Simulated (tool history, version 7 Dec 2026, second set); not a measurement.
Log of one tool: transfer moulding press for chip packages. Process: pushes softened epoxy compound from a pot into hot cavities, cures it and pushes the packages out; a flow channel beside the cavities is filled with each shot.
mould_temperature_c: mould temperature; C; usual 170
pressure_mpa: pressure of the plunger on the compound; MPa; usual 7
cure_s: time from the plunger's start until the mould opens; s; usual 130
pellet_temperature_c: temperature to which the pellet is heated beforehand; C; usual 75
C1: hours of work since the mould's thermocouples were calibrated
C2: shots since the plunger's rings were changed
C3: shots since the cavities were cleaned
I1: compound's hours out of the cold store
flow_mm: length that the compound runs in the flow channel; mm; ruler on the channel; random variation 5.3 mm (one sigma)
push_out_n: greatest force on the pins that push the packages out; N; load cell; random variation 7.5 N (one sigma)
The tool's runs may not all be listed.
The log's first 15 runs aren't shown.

Run 16, hour 140.9: usual settings but mould_temperature_c 176 C; C1 132; C2 2082; C3 980; I1 19.9. Result: flow_mm 538 mm, push_out_n 438 N.
At hour 150.5: cavities cleaned with cleaning compound and waxed.
Run 17, hour 152.8: usual settings but mould_temperature_c 167 C, pressure_mpa 5.37 MPa, cure_s 131 s, pellet_temperature_c 81 C; C1 137; C2 2153; C3 16; I1 17.9. Result: flow_mm 489 mm, push_out_n 361 N.
Run 18, hour 161.6: usual settings but mould_temperature_c 167 C, pressure_mpa 8.54 MPa, cure_s 145 s, pellet_temperature_c 69 C; C1 141; C2 2212; C3 75; I1 24. Result: flow_mm 604 mm, push_out_n 342 N.
Run 19, hour 172.1: usual settings but mould_temperature_c 167 C, pressure_mpa 5.52 MPa, cure_s 145 s, pellet_temperature_c 69 C; C1 146; C2 2284; C3 147; I1 10.1. Result: flow_mm 509 mm, push_out_n 357 N.
Run 20, hour 183.3: usual settings but mould_temperature_c 173 C; C1 151; C2 2360; C3 223; I1 18.4. Result: flow_mm 539 mm, push_out_n 367 N.
Run 21, hour 196.9: usual settings but pellet_temperature_c 83 C; C1 157; C2 2452; C3 315; I1 39.7. Result: flow_mm 502 mm, push_out_n 399 N.
Run 22, hour 209.6: usual settings but mould_temperature_c 168 C, pressure_mpa 5.83 MPa, pellet_temperature_c 72 C; C1 163; C2 2538; C3 401; I1 27.7. Result: flow_mm 487 mm, push_out_n 439 N.
Run 23, hour 218.2: usual settings but mould_temperature_c 165 C, pressure_mpa 7.51 MPa, cure_s 147 s, pellet_temperature_c 70 C; C1 167; C2 2596; C3 459; I1 44.2. Result: flow_mm 521 mm, push_out_n 434 N.
Run 24, hour 226.1: usual settings but mould_temperature_c 166 C, pressure_mpa 8.55 MPa, pellet_temperature_c 70 C; C1 171; C2 2650; C3 513; I1 41.6. Result: flow_mm 552 mm, push_out_n 461 N.
Run 25, hour 238.8: usual settings but pressure_mpa 5.64 MPa; C1 176; C2 2736; C3 599; I1 38.7. Result: flow_mm 449 mm, push_out_n 451 N.
Run 26, hour 251.3: usual settings but mould_temperature_c 172 C, pressure_mpa 6.2 MPa, cure_s 141 s, pellet_temperature_c 79 C; C1 182; C2 2820; C3 683; I1 44. Result: flow_mm 465 mm, push_out_n 421 N.
Run 27, hour 263.6: usual settings but mould_temperature_c 176 C, pellet_temperature_c 82 C; C1 188; C2 2904; C3 767; I1 34.3. Result: flow_mm 498 mm, push_out_n 443 N.
Run 28, hour 273.5: usual settings but mould_temperature_c 176 C, pressure_mpa 8.64 MPa, cure_s 140 s, pellet_temperature_c 77 C; C1 192; C2 2971; C3 834; I1 40.1. Result: flow_mm 549 mm, push_out_n 431 N.
Run 29, hour 283.7: usual settings but mould_temperature_c 176 C, pressure_mpa 7.99 MPa, cure_s 131 s, pellet_temperature_c 77 C; C1 197; C2 3040; C3 903; I1 8.2. Result: flow_mm 594 mm, push_out_n 449 N.
Run 30, hour 294.2: usual settings but mould_temperature_c 176 C, pressure_mpa 7.99 MPa, cure_s 131 s, pellet_temperature_c 77 C; C1 202; C2 3111; C3 974; I1 31.1. Result: flow_mm 541 mm, push_out_n 447 N.

3 ways to go on from here, each from the tool as it stands after run 30. What would each give?
Run A, hour 302.3: usual settings but mould_temperature_c 168 C, pressure_mpa 7.87 MPa, pellet_temperature_c 70 C; C1 205; C2 3167; C3 1030; I1 41. Result: flow_mm ?, push_out_n ?.
Run B, hour 302.3: usual settings but pressure_mpa 5.92 MPa, cure_s 162 s; C1 205; C2 3167; C3 1030; I1 24. Result: flow_mm ?, push_out_n ?.
Run C, hour 302.3: usual settings but cure_s 158 s; C1 205; C2 3167; C3 1030; I1 17.6. Result: flow_mm ?, push_out_n ?.

run  flow_mm  push_out_n
  A      526         531
  B      494         467
  C      541         454
Without the tool's hidden state the same runs would have given:
run  flow_mm  push_out_n
  A      564         342
  B      529         304
  C      581         295
